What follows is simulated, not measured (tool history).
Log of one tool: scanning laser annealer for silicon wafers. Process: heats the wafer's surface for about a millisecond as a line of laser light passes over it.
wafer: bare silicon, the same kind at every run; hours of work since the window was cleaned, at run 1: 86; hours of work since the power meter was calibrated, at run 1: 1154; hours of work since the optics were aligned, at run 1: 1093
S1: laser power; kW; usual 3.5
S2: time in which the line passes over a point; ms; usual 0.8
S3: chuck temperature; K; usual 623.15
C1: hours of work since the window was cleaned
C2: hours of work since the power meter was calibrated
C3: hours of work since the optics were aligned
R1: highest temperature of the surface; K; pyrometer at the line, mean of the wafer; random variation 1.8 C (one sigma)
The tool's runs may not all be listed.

{"run": 1, "day": 0.0, "S1": 3.5, "S2": 0.8, "S3": 623.15, "C1": 86, "C2": 1154, "C3": 1093, "R1": 1329.15}
{"run": 2, "day": 1.808, "S1": 3.5, "S2": 0.8, "S3": 635.15, "C1": 113, "C2": 1181, "C3": 1119, "R1": 1334.15}
{"run": 3, "day": 5.229, "S1": 3.5, "S2": 0.8, "S3": 662.15, "C1": 163, "C2": 1231, "C3": 1169, "R1": 1364.15}
{"run": 4, "day": 7.717, "S1": 3.5, "S2": 0.8, "S3": 662.15, "C1": 199, "C2": 1267, "C3": 1205, "R1": 1364.15}
{"run": 5, "day": 9.908, "S1": 3.5, "S2": 0.8, "S3": 662.15, "C1": 231, "C2": 1299, "C3": 1237, "R1": 1362.15}
{"run": 6, "day": 12.9, "S1": 3.5, "S2": 0.8, "S3": 662.15, "C1": 275, "C2": 1343, "C3": 1281, "R1": 1363.15}
{"run": 7, "day": 16.012, "S1": 3.5, "S2": 0.767, "S3": 623.15, "C1": 320, "C2": 1388, "C3": 1327, "R1": 1309.15}
{"run": 8, "day": 18.75, "S1": 3.5, "S2": 0.767, "S3": 623.15, "C1": 360, "C2": 1428, "C3": 1366, "R1": 1308.15}
{"day": 19.938, "done": "window over the wafer cleaned"}
{"run": 9, "day": 22.392, "S1": 3.5, "S2": 0.767, "S3": 623.15, "C1": 36, "C2": 1480, "C3": 1418, "R1": 1312.15}
{"run": 10, "day": 24.738, "S1": 3.5, "S2": 0.8, "S3": 623.15, "C1": 70, "C2": 1514, "C3": 1453, "R1": 1325.15}
{"run": 11, "day": 26.425, "S1": 3.5, "S2": 0.8, "S3": 623.15, "C1": 95, "C2": 1539, "C3": 1477, "R1": 1324.15}
{"run": 12, "day": 28.171, "S1": 3.5, "S2": 0.8, "S3": 623.15, "C1": 120, "C2": 1564, "C3": 1503, "R1": 1325.15}
{"run": 13, "day": 29.725, "S1": 3.5, "S2": 0.8, "S3": 623.15, "C1": 143, "C2": 1587, "C3": 1525, "R1": 1328.15}
{"run": 14, "day": 33.267, "S1": 3.5, "S2": 0.8, "S3": 623.15, "C1": 195, "C2": 1639, "C3": 1577, "R1": 1325.15}
{"run": 15, "day": 36.742, "S1": 3.5, "S2": 0.8, "S3": 623.15, "C1": 245, "C2": 1690, "C3": 1628, "R1": 1323.15}
{"run": 16, "day": 38.546, "S1": 3.5, "S2": 0.8, "S3": 623.15, "C1": 272, "C2": 1716, "C3": 1654, "R1": 1326.15}
{"run": 17, "day": 42.046, "S1": 3.5, "S2": 0.8, "S3": 623.15, "C1": 323, "C2": 1767, "C3": 1705, "R1": 1324.15}
{"run": 18, "day": 45.458, "S1": 3.5, "S2": 0.8, "S3": 588.15, "C1": 373, "C2": 1817, "C3": 1755, "R1": 1291.15}
{"day": 45.792, "done": "window over the wafer cleaned"}
{"run": 19, "day": 48.062, "S1": 3.42, "S2": 0.8, "S3": 588.15, "C1": 33, "C2": 1854, "C3": 1792, "R1": 1275.15}
{"day": 49.142, "done": "optics aligned, line set to its width"}
{"run": 20, "day": 49.996, "S1": 3.274, "S2": 0.794, "S3": 644.15, "C1": 58, "C2": 1879, "C3": 12, "R1": 1300.15}
{"run": 21, "day": 53.196, "S1": 3.274, "S2": 0.794, "S3": 644.15, "C1": 105, "C2": 1925, "C3": 59, "R1": 1298.15}
{"run": 22, "day": 54.679, "S1": 3.274, "S2": 0.663, "S3": 629.15, "C1": 127, "C2": 1947, "C3": 81, "R1": 1239.15}
{"run": 23, "day": 58.121, "S1": 3.274, "S2": 0.663, "S3": 629.15, "C1": 177, "C2": 1997, "C3": 131, "R1": 1235.15}
{"run": 24, "day": 61.496, "S1": 3.683, "S2": 0.575, "S3": 623.15, "C1": 226, "C2": 2047, "C3": 180, "R1": 1265.15}
{"run": 25, "day": 64.971, "S1": 3.277, "S2": 0.819, "S3": 607.15, "C1": 277, "C2": 2097, "C3": 231, "R1": 1271.15}
{"run": 26, "day": 67.333, "S1": 3.5, "S2": 0.819, "S3": 607.15, "C1": 311, "C2": 2132, "C3": 265, "R1": 1312.15}
{"run": 27, "day": 70.129, "S1": 3.5, "S2": 0.819, "S3": 607.15, "C1": 352, "C2": 2173, "C3": 306, "R1": 1316.15}
{"day": 71.85, "done": "window over the wafer cleaned"}
{"run": 28, "day": 73.262, "S1": 3.5, "S2": 0.961, "S3": 608.15, "C1": 21, "C2": 2217, "C3": 351, "R1": 1369.15}
{"run": 29, "day": 75.767, "S1": 3.069, "S2": 0.8, "S3": 635.15, "C1": 57, "C2": 2254, "C3": 387, "R1": 1251.15}
{"run": 30, "day": 79.238, "S1": 3.379, "S2": 0.684, "S3": 635.15, "C1": 108, "C2": 2304, "C3": 438, "R1": 1268.15}
{"run": 31, "day": 81.808, "S1": 3.022, "S2": 0.684, "S3": 606.15, "C1": 145, "C2": 2342, "C3": 476, "R1": 1173.15}

How the hidden state differs across the entries between the runs, from the last listed run before each to the first after it:
Between runs 8 and 9: window over the wafer cleaned (day 19.938)
  light that passes the window, % of a clean one's: 99.94 -> 99.99
Between runs 18 and 19: window over the wafer cleaned (day 45.792)
  light that passes the window, % of a clean one's: 99.94 -> 99.99
Between runs 19 and 20: optics aligned, line set to its width (day 49.142)
  width of the line over the set one, %: 0.02 -> 0
Between runs 27 and 28: window over the wafer cleaned (day 71.85)
  light that passes the window, % of a clean one's: 99.94 -> 100

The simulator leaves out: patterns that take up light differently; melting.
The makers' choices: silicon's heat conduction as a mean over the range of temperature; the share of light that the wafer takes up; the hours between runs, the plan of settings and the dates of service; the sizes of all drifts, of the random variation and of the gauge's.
